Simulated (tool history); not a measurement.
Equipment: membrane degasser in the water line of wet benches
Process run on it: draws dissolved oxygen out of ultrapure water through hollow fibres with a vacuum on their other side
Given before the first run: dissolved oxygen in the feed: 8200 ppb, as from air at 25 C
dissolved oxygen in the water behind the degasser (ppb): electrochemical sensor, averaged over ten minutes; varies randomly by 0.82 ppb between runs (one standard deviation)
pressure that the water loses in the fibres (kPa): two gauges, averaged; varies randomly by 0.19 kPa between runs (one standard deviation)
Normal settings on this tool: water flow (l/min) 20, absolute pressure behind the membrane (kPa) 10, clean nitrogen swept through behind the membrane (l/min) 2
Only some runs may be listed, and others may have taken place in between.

| run | hour | water flow (l/min) | absolute pressure behind the membrane (kPa) | clean nitrogen swept through behind the membrane (l/min) | dissolved oxygen in the water behind the degasser (ppb) | pressure that the water loses in the fibres (kPa) |
|---|---|---|---|---|---|---|
| 1 | 0 | 20 | 10 | 2 | 162.3 | 38.63 |
| 2 | 191.9 | 20 | 10 | 2 | 161.7 | 39.1 |
|  | 242.7 | seals of the vacuum lines changed |
| 3 | 458.7 | 20 | 10 | 4.1 | 85.5 | 38.55 |
| 4 | 647.4 | 20 | 10 | 4.1 | 83.4 | 39 |
| 5 | 884.8 | 20 | 10 | 2 | 162.5 | 38.44 |
| 6 | 1151.4 | 20 | 10 | 2 | 163.5 | 38.55 |
| 7 | 1339.4 | 20 | 10 | 2 | 165.7 | 38.42 |
| 8 | 1575.3 | 20 | 9.2 | 2 | 143.9 | 38.93 |
| 9 | 1727.5 | 20 | 10 | 3.3 | 102.9 | 38.78 |
| 10 | 1993.1 | 20 | 10 | 2 | 164.4 | 38.79 |
| 11 | 2234.4 | 20 | 10 | 2 | 164.1 | 38.6 |
| 12 | 2393.9 | 20 | 10 | 2 | 163.6 | 38.65 |
| 13 | 2537 | 20 | 10 | 2 | 164.6 | 38.64 |
| 14 | 2735.1 | 20 | 10 | 2 | 164.3 | 38.68 |
| 15 | 2889 | 20 | 10 | 2 | 166.2 | 38.65 |
| 16 | 3010.9 | 12 | 10 | 4.89 | 41.9 | 23.12 |
| 17 | 3253.7 | 12 | 10 | 4.89 | 42 | 23.27 |
| 18 | 3473.9 | 27 | 9.1 | 2.95 | 150.9 | 51.96 |
| 19 | 3688.9 | 20 | 9.1 | 2.95 | 101.9 | 38.91 |
|  | 3788.2 | vacuum gauge calibrated |
| 20 | 3953.1 | 29 | 6.1 | 2.15 | 121.6 | 56.63 |
| 21 | 4093.5 | 29 | 6.1 | 2.15 | 122.1 | 55.92 |
| 22 | 4337.8 | 29 | 6.1 | 2.15 | 122.1 | 56.29 |
| 23 | 4459.7 | 29 | 17.4 | 2.15 | 459.5 | 56.43 |
| 24 | 4617 | 29 | 17.4 | 2.15 | 464.8 | 56.2 |
| 25 | 4810.8 | 29 | 17.4 | 2.15 | 463.5 | 55.76 |
| 26 | 4974 | 13 | 7.7 | 2 | 72.6 | 24.84 |
| 27 | 5095.3 | 32 | 10 | 4.39 | 168.6 | 62.09 |
|  | 5189.9 | gauge calibrated |
| 28 | 5209.1 | 13 | 9.5 | 2.33 | 84.8 | 24.79 |

Below are 3 alternative next runs, each starting from the tool's condition after run 28. Predict each:
| A | 5455.5 | 13 | 8.5 | 4.78 | ? | ? |
| B | 5455.5 | 20 | 16.6 | 2 | ? | ? |
| C | 5455.5 | 26 | 12.4 | 4.3 | ? | ? |

| run | dissolved oxygen in the water behind the degasser (ppb) | pressure that the water loses in the fibres (kPa) |
|---|---|---|
| A | 35.8 | 24.92 |
| B | 309.4 | 38.61 |
| C | 151.8 | 50.11 |
What these runs would have given with no unlogged condition in the tool:
| run | dissolved oxygen in the water behind the degasser (ppb) | pressure that the water loses in the fibres (kPa) |
|---|---|---|
| A | 35.7 | 24.9 |
| B | 308.9 | 38.6 |
| C | 151.5 | 50.08 |
